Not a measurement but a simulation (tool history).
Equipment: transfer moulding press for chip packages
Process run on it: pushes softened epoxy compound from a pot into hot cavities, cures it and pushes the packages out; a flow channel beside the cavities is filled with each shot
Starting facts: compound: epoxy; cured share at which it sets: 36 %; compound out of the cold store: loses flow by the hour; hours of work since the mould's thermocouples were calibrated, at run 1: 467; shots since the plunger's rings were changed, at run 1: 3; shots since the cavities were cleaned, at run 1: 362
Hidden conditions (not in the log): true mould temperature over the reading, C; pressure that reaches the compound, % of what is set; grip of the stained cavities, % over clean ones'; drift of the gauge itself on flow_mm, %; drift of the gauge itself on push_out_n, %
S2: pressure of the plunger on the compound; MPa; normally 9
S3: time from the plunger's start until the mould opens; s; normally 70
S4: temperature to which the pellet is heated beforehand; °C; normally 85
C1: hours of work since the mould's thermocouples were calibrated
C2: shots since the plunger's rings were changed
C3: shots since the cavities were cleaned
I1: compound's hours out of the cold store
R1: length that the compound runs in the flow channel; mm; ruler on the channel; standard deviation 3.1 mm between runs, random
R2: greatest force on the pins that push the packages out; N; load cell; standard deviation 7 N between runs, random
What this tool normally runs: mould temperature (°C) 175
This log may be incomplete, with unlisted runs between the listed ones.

{"run": 1, "hour": 0.0, "mould temperature (°C)": 175, "S2": 9, "S3": 70, "S4": 85, "C1": 467, "C2": 3, "C3": 362, "I1": 38.5, "R1": 530, "R2": 554}
{"hour": 14.7, "done": "cavities cleaned with cleaning compound and waxed"}
{"hour": 47.8, "done": "cavities cleaned with cleaning compound and waxed"}
{"run": 2, "hour": 77.9, "mould temperature (°C)": 175, "S2": 9, "S3": 70, "S4": 85, "C1": 518, "C2": 1147, "C3": 460, "I1": 22.9, "R1": 548, "R2": 598}
{"hour": 84.3, "done": "cavities cleaned with cleaning compound and waxed"}
{"hour": 120.3, "done": "cavities cleaned with cleaning compound and waxed"}
{"run": 3, "hour": 123.5, "mould temperature (°C)": 175, "S2": 9, "S3": 70, "S4": 85, "C1": 547, "C2": 1798, "C3": 49, "I1": 34.3, "R1": 518, "R2": 347}
{"hour": 161.0, "done": "cavities cleaned with cleaning compound and waxed"}
{"run": 4, "hour": 186.9, "mould temperature (°C)": 175, "S2": 9, "S3": 70, "S4": 85, "C1": 590, "C2": 2743, "C3": 396, "I1": 27.7, "R1": 526, "R2": 575}
{"hour": 201.8, "done": "cavities cleaned with cleaning compound and waxed"}
{"hour": 235.1, "done": "cavities cleaned with cleaning compound and waxed"}
{"hour": 245.5, "done": "plunger's sealing rings changed"}
{"hour": 274.5, "done": "cavities cleaned with cleaning compound and waxed"}
{"run": 5, "hour": 278.2, "mould temperature (°C)": 175, "S2": 9, "S3": 70, "S4": 85, "C1": 647, "C2": 476, "C3": 56, "I1": 35.9, "R1": 532, "R2": 367}
{"hour": 309.5, "done": "cavities cleaned with cleaning compound and waxed"}
{"hour": 348.9, "done": "cavities cleaned with cleaning compound and waxed"}
{"run": 6, "hour": 372.5, "mould temperature (°C)": 175, "S2": 9, "S3": 70, "S4": 85, "C1": 709, "C2": 1870, "C3": 360, "I1": 47.1, "R1": 502, "R2": 554}
{"hour": 387.6, "done": "cavities cleaned with cleaning compound and waxed"}
{"hour": 420.8, "done": "cavities cleaned with cleaning compound and waxed"}
{"run": 7, "hour": 420.8, "mould temperature (°C)": 175, "S2": 9, "S3": 70, "S4": 85, "C1": 740, "C2": 2562, "C3": 0, "I1": 47.4, "R1": 494, "R2": 303}
{"hour": 458.6, "done": "cavities cleaned with cleaning compound and waxed"}
{"hour": 484.7, "done": "plunger's sealing rings changed"}
{"hour": 497.3, "done": "cavities cleaned with cleaning compound and waxed"}
{"run": 8, "hour": 500.9, "mould temperature (°C)": 175, "S2": 9, "S3": 70, "S4": 85, "C1": 791, "C2": 224, "C3": 55, "I1": 28.1, "R1": 553, "R2": 373}
{"hour": 535.6, "done": "cavities cleaned with cleaning compound and waxed"}
{"hour": 567.4, "done": "mould's thermocouples calibrated"}
{"hour": 574.5, "done": "cavities cleaned with cleaning compound and waxed"}
{"run": 9, "hour": 574.5, "mould temperature (°C)": 175, "S2": 7.23, "S3": 70, "S4": 85, "C1": 4, "C2": 1272, "C3": 0, "I1": 24.1, "R1": 490, "R2": 279}
{"hour": 613.6, "done": "cavities cleaned with cleaning compound and waxed"}
{"hour": 647.4, "done": "cavities cleaned with cleaning compound and waxed"}
{"run": 10, "hour": 653.9, "mould temperature (°C)": 175, "S2": 7.23, "S3": 70, "S4": 85, "C1": 56, "C2": 2439, "C3": 101, "I1": 12.7, "R1": 494, "R2": 402}
{"hour": 681.6, "done": "cavities cleaned with cleaning compound and waxed"}
{"hour": 717.3, "done": "cavities cleaned with cleaning compound and waxed"}
{"hour": 730.7, "done": "plunger's sealing rings changed"}
{"run": 11, "hour": 733.0, "mould temperature (°C)": 175, "S2": 9, "S3": 70, "S4": 85, "C1": 106, "C2": 35, "C3": 203, "I1": 19.7, "R1": 559, "R2": 461}
{"hour": 754.0, "done": "cavities cleaned with cleaning compound and waxed"}
{"hour": 792.8, "done": "cavities cleaned with cleaning compound and waxed"}
{"hour": 826.4, "done": "cavities cleaned with cleaning compound and waxed"}
{"run": 12, "hour": 838.6, "mould temperature (°C)": 175, "S2": 9, "S3": 70, "S4": 85, "C1": 175, "C2": 1577, "C3": 186, "I1": 45.6, "R1": 499, "R2": 428}
{"hour": 859.5, "done": "cavities cleaned with cleaning compound and waxed"}
{"run": 13, "hour": 881.8, "mould temperature (°C)": 181, "S2": 9, "S3": 80, "S4": 78, "C1": 204, "C2": 2215, "C3": 342, "I1": 13.9, "R1": 544, "R2": 364}
{"hour": 895.6, "done": "cavities cleaned with cleaning compound and waxed"}
{"hour": 930.2, "done": "cavities cleaned with cleaning compound and waxed"}
{"run": 14, "hour": 940.3, "mould temperature (°C)": 181, "S2": 8.79, "S3": 104, "S4": 85, "C1": 242, "C2": 3061, "C3": 154, "I1": 21.5, "R1": 516, "R2": 297}
{"hour": 968.4, "done": "plunger's sealing rings changed"}
{"hour": 969.9, "done": "cavities cleaned with cleaning compound and waxed"}
{"hour": 1003.3, "done": "cavities cleaned with cleaning compound and waxed"}
{"hour": 1041.5, "done": "cavities cleaned with cleaning compound and waxed"}
{"run": 15, "hour": 1049.5, "mould temperature (°C)": 181, "S2": 8.79, "S3": 104, "S4": 85, "C1": 311, "C2": 1170, "C3": 122, "I1": 45.7, "R1": 496, "R2": 258}
{"hour": 1077.7, "done": "cavities cleaned with cleaning compound and waxed"}
{"hour": 1112.1, "done": "cavities cleaned with cleaning compound and waxed"}
{"run": 16, "hour": 1116.8, "mould temperature (°C)": 175, "S2": 8.99, "S3": 53, "S4": 84, "C1": 355, "C2": 2151, "C3": 71, "I1": 27.2, "R1": 532, "R2": 694}
{"hour": 1150.7, "done": "cavities cleaned with cleaning compound and waxed"}
{"hour": 1187.0, "done": "cavities cleaned with cleaning compound and waxed"}
{"hour": 1212.3, "done": "plunger's sealing rings changed"}
{"run": 17, "hour": 1217.8, "mould temperature (°C)": 175, "S2": 8.99, "S3": 53, "S4": 84, "C1": 421, "C2": 85, "C3": 433, "I1": 39.4, "R1": 528, "R2": 1034}
{"hour": 1226.2, "done": "cavities cleaned with cleaning compound and waxed"}
{"hour": 1259.1, "done": "cavities cleaned with cleaning compound and waxed"}
{"hour": 1295.5, "done": "cavities cleaned with cleaning compound and waxed"}
{"run": 18, "hour": 1318.6, "mould temperature (°C)": 181, "S2": 9.72, "S3": 74, "S4": 84, "C1": 486, "C2": 1555, "C3": 353, "I1": 37.8, "R1": 532, "R2": 380}
{"hour": 1334.6, "done": "cavities cleaned with cleaning compound and waxed"}
{"hour": 1375.3, "done": "cavities cleaned with cleaning compound and waxed"}
{"hour": 1413.5, "done": "cavities cleaned with cleaning compound and waxed"}
{"run": 19, "hour": 1422.5, "mould temperature (°C)": 167, "S2": 10.96, "S3": 70, "S4": 82, "C1": 554, "C2": 3072, "C3": 138, "I1": 28.2, "R1": 591, "R2": 778}
{"hour": 1453.8, "done": "plunger's sealing rings changed"}
{"hour": 1455.3, "done": "cavities cleaned with cleaning compound and waxed"}
{"run": 20, "hour": 1470.8, "mould temperature (°C)": 172, "S2": 7.04, "S3": 70, "S4": 82, "C1": 584, "C2": 237, "C3": 237, "I1": 15.1, "R1": 511, "R2": 652}
{"hour": 1492.7, "done": "cavities cleaned with cleaning compound and waxed"}
{"hour": 1525.7, "done": "cavities cleaned with cleaning compound and waxed"}
{"run": 21, "hour": 1548.1, "mould temperature (°C)": 183, "S2": 9, "S3": 51, "S4": 85, "C1": 635, "C2": 1370, "C3": 341, "I1": 12.9, "R1": 551, "R2": 722}
{"hour": 1562.6, "done": "cavities cleaned with cleaning compound and waxed"}
{"hour": 1598.7, "done": "cavities cleaned with cleaning compound and waxed"}
{"hour": 1636.2, "done": "cavities cleaned with cleaning compound and waxed"}
{"run": 22, "hour": 1654.2, "mould temperature (°C)": 175, "S2": 9, "S3": 110, "S4": 81, "C1": 705, "C2": 2922, "C3": 275, "I1": 20.7, "R1": 530, "R2": 351}
{"hour": 1675.3, "done": "cavities cleaned with cleaning compound and waxed"}
{"hour": 1696.4, "done": "plunger's sealing rings changed"}
{"hour": 1710.9, "done": "cavities cleaned with cleaning compound and waxed"}
{"run": 23, "hour": 1727.6, "mould temperature (°C)": 170, "S2": 8.93, "S3": 75, "S4": 81, "C1": 751, "C2": 455, "C3": 256, "I1": 46.3, "R1": 517, "R2": 607}

Pick out some run-to-run changes in R1. Of each, how much would a tool without hidden state show as well, from the settings, what came in and chance, and how much is left for the hidden state and any gauge scatter not in both results compared?
Run 10 -> 11: S2 7.23 -> 9, cavities cleaned with cleaning compound and waxed, cavities cleaned with cleaning compound and waxed, plunger's sealing rings changed. R1 +65 mm: hidden state +21, all else +44.
Run 19 -> 20: mould temperature (°C) 167 -> 172, S2 10.96 -> 7.04, plunger's sealing rings changed, cavities cleaned with cleaning compound and waxed. R1 -80 mm: hidden state +30, all else -110.
Run 22 -> 23: mould temperature (°C) 175 -> 170, S2 9 -> 8.93, S3 110 -> 75, cavities cleaned with cleaning compound and waxed, plunger's sealing rings changed, cavities cleaned with cleaning compound and waxed. R1 -13 mm: hidden state +24, all else -37.
